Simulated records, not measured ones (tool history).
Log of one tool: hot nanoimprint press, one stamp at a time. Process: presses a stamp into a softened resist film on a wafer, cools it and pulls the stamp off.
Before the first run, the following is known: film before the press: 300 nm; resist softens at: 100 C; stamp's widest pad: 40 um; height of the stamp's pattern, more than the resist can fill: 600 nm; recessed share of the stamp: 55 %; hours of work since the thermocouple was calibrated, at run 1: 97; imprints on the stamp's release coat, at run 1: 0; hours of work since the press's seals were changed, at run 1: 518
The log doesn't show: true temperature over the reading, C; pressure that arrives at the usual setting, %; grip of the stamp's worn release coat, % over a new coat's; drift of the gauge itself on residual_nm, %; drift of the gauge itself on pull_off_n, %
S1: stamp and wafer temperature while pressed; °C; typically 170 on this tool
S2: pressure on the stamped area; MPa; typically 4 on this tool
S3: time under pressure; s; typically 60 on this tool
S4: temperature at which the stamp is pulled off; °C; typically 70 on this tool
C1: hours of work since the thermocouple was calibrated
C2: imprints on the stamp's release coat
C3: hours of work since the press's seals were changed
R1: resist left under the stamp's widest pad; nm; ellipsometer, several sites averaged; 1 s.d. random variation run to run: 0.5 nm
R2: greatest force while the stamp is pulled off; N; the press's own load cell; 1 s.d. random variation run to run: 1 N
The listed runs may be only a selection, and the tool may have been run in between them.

run,hour,S1,S2,S3,S4,C1,C2,C3,R1,R2
1,0,170,4,60,70,97,0,518,166.4,174
2,16.6,170,4,60,70,109,91,530,165,176
3,38.3,170,4,60,70,124,211,545,165.7,179
4,59.3,170,4,60,70,139,327,560,165.5,184
5,82.5,170,4,60,70,156,454,576,164.8,189
# hour 103.5: stamp cleaned and given a new release coat
6,106.6,170,4,60,71,168,17,589,165,166
7,124.3,170,4,60,71,181,114,602,164.8,169
8,138.4,170,4,60,71,191,192,611,163.7,173
9,153.3,170,4,60,71,201,274,622,163.9,175
10,164.1,160,4,60,70,209,333,629,209.9,181
11,175.1,160,4,60,70,216,394,637,208.8,185
12,191.5,170,4,60,70,228,485,649,164.3,188
# hour 206.7: stamp cleaned and given a new release coat
13,219,170,4,60,70,243,68,664,164,172
14,232.9,170,4,60,70,253,144,674,162.9,176
15,255.9,170,4.58,60,66,269,271,690,154.2,200
16,275.6,173,4,60,70,283,380,704,149.8,180
17,295,168,4.94,55,70,296,486,717,163.6,188
# hour 310.5: stamp cleaned and given a new release coat
18,313.8,170,4.04,74,70,305,18,726,149.8,169
19,323.7,170,2.96,60,73,312,73,733,178.2,155
20,339.3,170,4,60,72,323,159,744,161.4,163
21,358.3,170,4,60,72,337,263,758,161,166
22,369.1,170,4,60,72,344,323,765,161.7,168
# hour 397.9: press's hydraulic seals changed and the load cell set to zero
23,397.9,170,4,107,70,359,437,0,126.9,184
24,414.2,168,5.73,80,57,370,527,11,131.1,260
# hour 421.2: stamp cleaned and given a new release coat
25,443.4,165,4,60,55,387,123,28,180.8,249
26,465.9,165,5.03,68,76,403,246,44,159.9,143
27,477.5,165,5.03,68,76,411,311,52,159.9,145
28,498.7,180,4,60,73,426,427,67,120.4,163

4 ways to go on from here, each from the tool as it stands after run 28. What would each give?
# hour 524: stamp cleaned and given a new release coat
A,524.9,170,4.23,60,61,440,4,81,?,?
# hour 524: stamp cleaned and given a new release coat
B,524.9,170,4,50,76,440,4,81,?,?
# hour 524: stamp cleaned and given a new release coat
C,524.9,180,4,60,72,440,4,81,?,?
# hour 524: stamp cleaned and given a new release coat
D,524.9,175,2.41,109,73,440,4,81,?,?

run,R1,R2
A,154.4,210
B,168.3,135
C,120.6,154
D,133.7,148
Had the tool no hidden state, the same runs would have come out as:
run,R1,R2
A,162.9,221
B,177,146
C,127.3,164
D,141.4,158

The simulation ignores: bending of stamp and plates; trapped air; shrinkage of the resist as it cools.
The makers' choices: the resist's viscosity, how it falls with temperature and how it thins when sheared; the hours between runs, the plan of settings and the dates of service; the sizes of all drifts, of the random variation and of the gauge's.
